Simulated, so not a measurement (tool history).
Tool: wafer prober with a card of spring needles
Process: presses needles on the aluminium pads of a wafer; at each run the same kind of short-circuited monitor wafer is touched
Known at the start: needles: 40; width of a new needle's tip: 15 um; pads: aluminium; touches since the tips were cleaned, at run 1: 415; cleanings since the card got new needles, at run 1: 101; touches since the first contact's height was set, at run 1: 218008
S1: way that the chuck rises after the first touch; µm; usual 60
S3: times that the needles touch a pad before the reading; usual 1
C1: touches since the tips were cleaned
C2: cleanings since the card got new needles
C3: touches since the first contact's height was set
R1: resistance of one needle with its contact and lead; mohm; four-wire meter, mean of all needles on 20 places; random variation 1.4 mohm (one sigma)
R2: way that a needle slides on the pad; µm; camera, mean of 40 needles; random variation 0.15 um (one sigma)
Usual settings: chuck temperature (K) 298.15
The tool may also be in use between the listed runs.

run 1 day=0.000 | S1=60 chuck_temperature_(K)=298.15 S3=1 | C1=415 C2=101 C3=218008 | R1=146 R2=11.04
-- day=0.188 tips cleaned on abrasive film
-- day=0.375 tips cleaned on abrasive film
-- day=0.562 tips cleaned on abrasive film
-- day=0.754 tips cleaned on abrasive film
-- day=0.988 tips cleaned on abrasive film
run 2 day=1.125 | S1=60 chuck_temperature_(K)=298.15 S3=1 | C1=1507 C2=106 C3=229863 | R1=158 R2=11.05
-- day=1.175 tips cleaned on abrasive film
-- day=1.367 tips cleaned on abrasive film
-- day=1.554 tips cleaned on abrasive film
-- day=1.788 tips cleaned on abrasive film
-- day=2.021 tips cleaned on abrasive film
-- day=2.208 tips cleaned on abrasive film
run 3 day=2.246 | S1=60 chuck_temperature_(K)=298.15 S3=1 | C1=397 C2=112 C3=241589 | R1=143 R2=11.05
-- day=2.433 tips cleaned on abrasive film
-- day=2.621 tips cleaned on abrasive film
-- day=2.808 tips cleaned on abrasive film
-- day=2.821 height of the first contact set anew
run 4 day=2.921 | S1=60 chuck_temperature_(K)=298.15 S3=1 | C1=1065 C2=115 C3=1065 | R1=142 R2=13.54
-- day=3.017 tips cleaned on abrasive film
-- day=3.208 tips cleaned on abrasive film
-- day=3.396 tips cleaned on abrasive film
-- day=3.629 tips cleaned on abrasive film
-- day=3.817 tips cleaned on abrasive film
run 5 day=3.917 | S1=60 chuck_temperature_(K)=298.15 S3=1 | C1=1066 C2=120 C3=11492 | R1=146 R2=13.66
-- day=4.012 tips cleaned on abrasive film
-- day=4.200 tips cleaned on abrasive film
-- day=4.388 tips cleaned on abrasive film
-- day=4.575 tips cleaned on abrasive film
run 6 day=4.746 | S1=43 chuck_temperature_(K)=298.15 S3=1 | C1=1806 C2=124 C3=20201 | R1=176 R2=9.65
-- day=4.796 tips cleaned on abrasive film
-- day=4.983 tips cleaned on abrasive film
-- day=5.171 tips cleaned on abrasive film
-- day=5.388 tips cleaned on abrasive film
run 7 day=5.388 | S1=60 chuck_temperature_(K)=343.15 S3=1 | C1=0 C2=128 C3=26894 | R1=146 R2=13.19
-- day=5.575 tips cleaned on abrasive film
-- day=5.762 tips cleaned on abrasive film
run 8 day=5.875 | S1=60 chuck_temperature_(K)=298.15 S3=1 | C1=1208 C2=130 C3=32044 | R1=146 R2=13.41
-- day=5.971 tips cleaned on abrasive film
-- day=6.158 tips cleaned on abrasive film
-- day=6.346 tips cleaned on abrasive film
-- day=6.538 tips cleaned on abrasive film
-- day=6.725 tips cleaned on abrasive film
-- day=6.958 tips cleaned on abrasive film
run 9 day=6.967 | S1=60 chuck_temperature_(K)=298.15 S3=1 | C1=86 C2=136 C3=43462 | R1=137 R2=12.96
-- day=7.154 tips cleaned on abrasive film
-- day=7.388 tips cleaned on abrasive film
-- day=7.575 tips cleaned on abrasive film
-- day=7.762 tips cleaned on abrasive film
-- day=7.954 tips cleaned on abrasive film
run 10 day=8.017 | S1=60 chuck_temperature_(K)=298.15 S3=1 | C1=672 C2=141 C3=54481 | R1=143 R2=13.07
-- day=8.158 tips cleaned on abrasive film
-- day=8.392 tips cleaned on abrasive film
-- day=8.625 tips cleaned on abrasive film
-- day=8.812 tips cleaned on abrasive film
run 11 day=8.983 | S1=46 chuck_temperature_(K)=298.15 S3=1 | C1=1826 C2=145 C3=64684 | R1=175 R2=9.76
-- day=9.033 tips cleaned on abrasive film
-- day=9.267 tips cleaned on abrasive film
-- day=9.454 tips cleaned on abrasive film
-- day=9.692 tips cleaned on abrasive film
run 12 day=9.858 | S1=60 chuck_temperature_(K)=298.15 S3=1 | C1=1824 C2=149 C3=73899 | R1=155 R2=12.52
-- day=9.908 tips cleaned on abrasive film
-- day=10.100 tips cleaned on abrasive film
-- day=10.288 tips cleaned on abrasive film
-- day=10.475 tips cleaned on abrasive film
-- day=10.662 tips cleaned on abrasive film
-- day=10.875 tips cleaned on abrasive film
run 13 day=10.875 | S1=60 chuck_temperature_(K)=298.15 S3=1 | C1=0 C2=155 C3=84522 | R1=136 R2=12.60
-- day=11.108 tips cleaned on abrasive film
-- day=11.300 tips cleaned on abrasive film
-- day=11.488 tips cleaned on abrasive film
-- day=11.721 tips cleaned on abrasive film
run 14 day=11.850 | S1=45 chuck_temperature_(K)=298.15 S3=2 | C1=1373 C2=159 C3=94764 | R1=164 R2=9.05
-- day=11.946 tips cleaned on abrasive film
-- day=12.133 tips cleaned on abrasive film
-- day=12.321 tips cleaned on abrasive film
-- day=12.554 tips cleaned on abrasive film
-- day=12.742 tips cleaned on abrasive film
run 15 day=12.796 | S1=69 chuck_temperature_(K)=304.15 S3=2 | C1=573 C2=164 C3=104699 | R1=137 R2=14.48
-- day=12.938 tips cleaned on abrasive film
-- day=13.125 tips cleaned on abrasive film
-- day=13.362 tips cleaned on abrasive film
-- day=13.596 tips cleaned on abrasive film
-- day=13.783 tips cleaned on abrasive film
run 16 day=13.812 | S1=69 chuck_temperature_(K)=304.15 S3=2 | C1=329 C2=169 C3=115376 | R1=139 R2=14.04
-- day=14.000 tips cleaned on abrasive film
-- day=14.238 tips cleaned on abrasive film
run 17 day=14.304 | S1=60 chuck_temperature_(K)=298.15 S3=1 | C1=753 C2=171 C3=120565 | R1=151 R2=12.16
-- day=14.450 tips cleaned on abrasive film
-- day=14.638 tips cleaned on abrasive film
-- day=14.867 tips cleaned on abrasive film
run 18 day=14.867 | S1=60 chuck_temperature_(K)=298.15 S3=1 | C1=0 C2=174 C3=126454 | R1=137 R2=12.16
-- day=15.104 tips cleaned on abrasive film
-- day=15.292 tips cleaned on abrasive film
-- day=15.479 tips cleaned on abrasive film
-- day=15.667 tips cleaned on abrasive film
run 19 day=15.771 | S1=60 chuck_temperature_(K)=327.15 S3=2 | C1=1126 C2=178 C3=135956 | R1=150 R2=11.95
-- day=15.867 tips cleaned on abrasive film
-- day=16.054 tips cleaned on abrasive film
-- day=16.242 tips cleaned on abrasive film
-- day=16.433 tips cleaned on abrasive film
run 20 day=16.458 | S1=54 chuck_temperature_(K)=315.15 S3=2 | C1=307 C2=182 C3=143161 | R1=148 R2=10.55
-- day=16.650 tips cleaned on abrasive film
-- day=16.838 tips cleaned on abrasive film
-- day=17.071 tips cleaned on abrasive film
-- day=17.258 tips cleaned on abrasive film
-- day=17.446 tips cleaned on abrasive film
run 21 day=17.450 | S1=50 chuck_temperature_(K)=347.15 S3=2 | C1=46 C2=187 C3=153554 | R1=156 R2=9.85
-- day=17.638 tips cleaned on abrasive film
-- day=17.829 tips cleaned on abrasive film
run 22 day=17.950 | S1=60 chuck_temperature_(K)=298.15 S3=2 | C1=1338 C2=189 C3=158834 | R1=149 R2=11.95
-- day=18.050 tips cleaned on abrasive film
-- day=18.238 tips cleaned on abrasive film
-- day=18.471 tips cleaned on abrasive film
-- day=18.658 tips cleaned on abrasive film
-- day=18.846 tips cleaned on abrasive film
-- day=19.033 tips cleaned on abrasive film
run 23 day=19.092 | S1=60 chuck_temperature_(K)=298.15 S3=2 | C1=623 C2=195 C3=170791 | R1=147 R2=11.66
-- day=19.233 tips cleaned on abrasive film
-- day=19.425 tips cleaned on abrasive film
-- day=19.612 tips cleaned on abrasive film
run 24 day=19.771 | S1=63 chuck_temperature_(K)=311.15 S3=2 | C1=1694 C2=198 C3=177906 | R1=152 R2=12.19
-- day=19.821 tips cleaned on abrasive film
-- day=20.008 tips cleaned on abrasive film
-- day=20.196 tips cleaned on abrasive film
-- day=20.383 tips cleaned on abrasive film
-- day=20.571 tips cleaned on abrasive film
run 25 day=20.604 | S1=63 chuck_temperature_(K)=311.15 S3=2 | C1=330 C2=203 C3=186612 | R1=145 R2=12.20
-- day=20.792 tips cleaned on abrasive film
-- day=21.025 tips cleaned on abrasive film
-- day=21.212 tips cleaned on abrasive film
-- day=21.446 tips cleaned on abrasive film
run 26 day=21.600 | S1=63 chuck_temperature_(K)=311.15 S3=2 | C1=1653 C2=207 C3=197134 | R1=158 R2=12.24

3 ways to go on from here, each from the tool as it stands after run 26. What would each give?
-- day=21.650 tips cleaned on abrasive film
-- day=21.838 tips cleaned on abrasive film
-- day=22.029 tips cleaned on abrasive film
-- day=22.262 tips cleaned on abrasive film
-- day=22.450 tips cleaned on abrasive film
run A day=22.479 | S1=43 chuck_temperature_(K)=311.15 S3=2 | C1=328 C2=212 C3=206332 | R1=? R2=?
-- day=21.650 tips cleaned on abrasive film
-- day=21.838 tips cleaned on abrasive film
-- day=22.029 tips cleaned on abrasive film
-- day=22.262 tips cleaned on abrasive film
-- day=22.450 tips cleaned on abrasive film
run B day=22.479 | S1=60 chuck_temperature_(K)=320.15 S3=1 | C1=328 C2=212 C3=206332 | R1=? R2=?
-- day=21.650 tips cleaned on abrasive film
-- day=21.838 tips cleaned on abrasive film
-- day=22.029 tips cleaned on abrasive film
-- day=22.262 tips cleaned on abrasive film
-- day=22.450 tips cleaned on abrasive film
run C day=22.479 | S1=60 chuck_temperature_(K)=313.15 S3=1 | C1=328 C2=212 C3=206332 | R1=? R2=?

run=A R1=164 R2=7.35
run=B R1=155 R2=11.26
run=C R1=153 R2=11.26
Without the tool's hidden state the same runs would have given:
run=A R1=137 R2=9.64
run=B R1=137 R2=13.60
run=C R1=135 R2=13.57
